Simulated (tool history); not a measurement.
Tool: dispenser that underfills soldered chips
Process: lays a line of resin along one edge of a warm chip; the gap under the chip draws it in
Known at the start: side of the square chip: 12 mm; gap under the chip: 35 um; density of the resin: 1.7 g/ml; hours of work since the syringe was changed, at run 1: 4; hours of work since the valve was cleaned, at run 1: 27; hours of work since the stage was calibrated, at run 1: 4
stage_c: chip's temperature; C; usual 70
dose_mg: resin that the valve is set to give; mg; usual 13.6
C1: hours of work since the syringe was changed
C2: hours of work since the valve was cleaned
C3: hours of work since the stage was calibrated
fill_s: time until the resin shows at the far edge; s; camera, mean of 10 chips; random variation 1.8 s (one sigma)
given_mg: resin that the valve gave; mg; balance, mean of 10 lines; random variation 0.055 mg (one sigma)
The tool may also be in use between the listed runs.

Run 1, hour 0: usual settings; C1 4; C2 27; C3 4. Result: fill_s 248.2 s, given_mg 13.23 mg.
At hour 4: new syringe of resin.
Run 2, hour 6.2: usual settings; C1 2; C2 31; C3 8. Result: fill_s 205.8 s, given_mg 13.24 mg.
Run 3, hour 11.6: usual settings; C1 5; C2 35; C3 12. Result: fill_s 286.1 s, given_mg 13.11 mg.
At hour 12.5: new syringe of resin.
Run 4, hour 17.8: usual settings; C1 4; C2 39; C3 16. Result: fill_s 254.4 s, given_mg 13.12 mg.
At hour 21.2: new syringe of resin.
Run 5, hour 22.8: usual settings; C1 1; C2 43; C3 19. Result: fill_s 202.9 s, given_mg 13.04 mg.
At hour 29.9: new syringe of resin.
Run 6, hour 32.8: usual settings; C1 2; C2 49; C3 26. Result: fill_s 222.4 s, given_mg 12.98 mg.
Run 7, hour 37: usual settings; C1 5; C2 52; C3 29. Result: fill_s 290.9 s, given_mg 12.93 mg.
At hour 38.7: new syringe of resin.
Run 8, hour 44.3: usual settings but stage_c 73 C; C1 4; C2 57; C3 34. Result: fill_s 219.5 s, given_mg 12.73 mg.
At hour 47.2: new syringe of resin.
Run 9, hour 48.7: usual settings but stage_c 73 C; C1 1; C2 60; C3 37. Result: fill_s 169.7 s, given_mg 12.67 mg.
Run 10, hour 53.2: usual settings but stage_c 73 C; C1 4; C2 63; C3 40. Result: fill_s 227.5 s, given_mg 12.66 mg.
At hour 56: new syringe of resin.
Run 11, hour 59.1: usual settings but stage_c 73 C; C1 2; C2 67; C3 44. Result: fill_s 192.2 s, given_mg 12.69 mg.
At hour 64.8: new syringe of resin.
Run 12, hour 69.2: usual settings but dose_mg 16.2 mg; C1 3; C2 74; C3 51. Result: fill_s 241.4 s, given_mg 14.99 mg.
At hour 73.7: new syringe of resin.
Run 13, hour 76.2: usual settings but dose_mg 16.2 mg; C1 2; C2 79; C3 56. Result: fill_s 209.2 s, given_mg 14.95 mg.
At hour 78.8: dispensing valve cleaned and set on the balance.
At hour 83.9: new syringe of resin.
Run 14, hour 86.5: usual settings but dose_mg 16.2 mg; C1 2; C2 5; C3 62. Result: fill_s 211.5 s, given_mg 16.01 mg.
Run 15, hour 92: usual settings but stage_c 69 C, dose_mg 16.2 mg; C1 6; C2 9; C3 66. Result: fill_s 320.1 s, given_mg 16.06 mg.
At hour 93.1: new syringe of resin.
Run 16, hour 98.4: usual settings but stage_c 69 C, dose_mg 16.2 mg; C1 4; C2 13; C3 70. Result: fill_s 260.7 s, given_mg 15.99 mg.
At hour 101.8: new syringe of resin.
Run 17, hour 108.6: usual settings but stage_c 69 C, dose_mg 16.2 mg; C1 5; C2 20; C3 77. Result: fill_s 289.1 s, given_mg 15.73 mg.
At hour 110.5: new syringe of resin.
Run 18, hour 116.9: usual settings but stage_c 83 C; C1 5; C2 26; C3 83. Result: fill_s 143.8 s, given_mg 13.25 mg.
At hour 119.4: new syringe of resin.
Run 19, hour 123.7: usual settings but stage_c 56 C, dose_mg 15.6 mg; C1 3; C2 31; C3 88. Result: fill_s 504.4 s, given_mg 15.05 mg.
At hour 128.7: new syringe of resin.
Run 20, hour 132.2: usual settings but stage_c 59 C, dose_mg 12.2 mg; C1 2; C2 37; C3 93. Result: fill_s 408.9 s, given_mg 11.76 mg.
At hour 137.6: new syringe of resin.
Run 21, hour 138.2: usual settings but stage_c 58 C, dose_mg 13.3 mg; C1 0; C2 41; C3 97. Result: fill_s 359.8 s, given_mg 12.82 mg.
Run 22, hour 143.9: usual settings but stage_c 57 C, dose_mg 12.3 mg; C1 4; C2 45; C3 101. Result: fill_s 539.8 s, given_mg 11.71 mg.
At hour 146.5: new syringe of resin.
Run 23, hour 151.7: usual settings but stage_c 56 C, dose_mg 13.8 mg; C1 4; C2 50; C3 107. Result: fill_s 533.9 s, given_mg 13.12 mg.
At hour 155.2: new syringe of resin.
Run 24, hour 157.3: usual settings but stage_c 56 C, dose_mg 12.8 mg; C1 1; C2 54; C3 111. Result: fill_s 447.7 s, given_mg 12.16 mg.
At hour 164.1: new syringe of resin.
Run 25, hour 165.1: usual settings but stage_c 64 C, dose_mg 12.5 mg; C1 1; C2 59; C3 116. Result: fill_s 274.3 s, given_mg 11.68 mg.
At hour 172.6: new syringe of resin.
Run 26, hour 172.6: usual settings but stage_c 62 C, dose_mg 15.9 mg; C1 0; C2 64; C3 121. Result: fill_s 271.9 s, given_mg 14.91 mg.
At hour 181.2: new syringe of resin.
Run 27, hour 182.4: usual settings but stage_c 59 C, dose_mg 17.2 mg; C1 1; C2 71; C3 128. Result: fill_s 340.2 s, given_mg 15.97 mg.
At hour 189.8: new syringe of resin.
Run 28, hour 189.8: usual settings but stage_c 56 C, dose_mg 14 mg; C1 0; C2 76; C3 133. Result: fill_s 395.7 s, given_mg 12.94 mg.
At hour 197: dispensing valve cleaned and set on the balance.
Run 29, hour 198.2: usual settings but stage_c 55 C, dose_mg 14.4 mg; C1 5; C2 1; C3 138. Result: fill_s 651.9 s, given_mg 14.43 mg.
At hour 199.7: new syringe of resin.
Run 30, hour 204.6: usual settings but stage_c 55 C, dose_mg 14.4 mg; C1 3; C2 5; C3 142. Result: fill_s 547.8 s, given_mg 14.42 mg.
At hour 208.3: new syringe of resin.
Run 31, hour 214.9: usual settings but stage_c 55 C, dose_mg 14.4 mg; C1 5; C2 12; C3 149. Result: fill_s 610.3 s, given_mg 14.24 mg.
At hour 216.9: new syringe of resin.
Run 32, hour 221.1: usual settings but stage_c 69 C, dose_mg 14.9 mg; C1 3; C2 17; C3 154. Result: fill_s 252.3 s, given_mg 14.75 mg.
At hour 225.9: new syringe of resin.
Run 33, hour 230.8: usual settings but stage_c 69 C, dose_mg 14.9 mg; C1 3; C2 23; C3 160. Result: fill_s 262.2 s, given_mg 14.65 mg.
At hour 235: new syringe of resin.
Run 34, hour 235.9: usual settings but stage_c 69 C, dose_mg 14.9 mg; C1 1; C2 27; C3 164. Result: fill_s 207 s, given_mg 14.63 mg.
At hour 244.1: new syringe of resin.
Run 35, hour 244.1: usual settings but stage_c 56 C, dose_mg 14 mg; C1 0; C2 32; C3 169. Result: fill_s 385.8 s, given_mg 13.61 mg.
At hour 252.6: new syringe of resin.
Run 36, hour 254.1: usual settings but stage_c 56 C, dose_mg 14 mg; C1 1; C2 39; C3 176. Result: fill_s 429.4 s, given_mg 13.61 mg.

3 ways to go on from here, each from the tool as it stands after run 36. What would each give?
At hour 261.8: new syringe of resin.
Run A, hour 262.7: usual settings but stage_c 58 C, dose_mg 14 mg; C1 1; C2 45; C3 182. Result: fill_s ?, given_mg ?.
At hour 261.8: new syringe of resin.
Run B, hour 262.7: usual settings but stage_c 55 C, dose_mg 15.9 mg; C1 1; C2 45; C3 182. Result: fill_s ?, given_mg ?.
At hour 261.8: new syringe of resin.
Run C, hour 262.7: usual settings but stage_c 66 C, dose_mg 13.1 mg; C1 1; C2 45; C3 182. Result: fill_s ?, given_mg ?.

run  fill_s  given_mg
  A     373     13.54
  B   437.8     15.24
  C   250.1     12.59
Without the tool's hidden state the same runs would have given:
run  fill_s  given_mg
  A   325.1     14.09
  B     382     15.87
  C   218.3      13.1

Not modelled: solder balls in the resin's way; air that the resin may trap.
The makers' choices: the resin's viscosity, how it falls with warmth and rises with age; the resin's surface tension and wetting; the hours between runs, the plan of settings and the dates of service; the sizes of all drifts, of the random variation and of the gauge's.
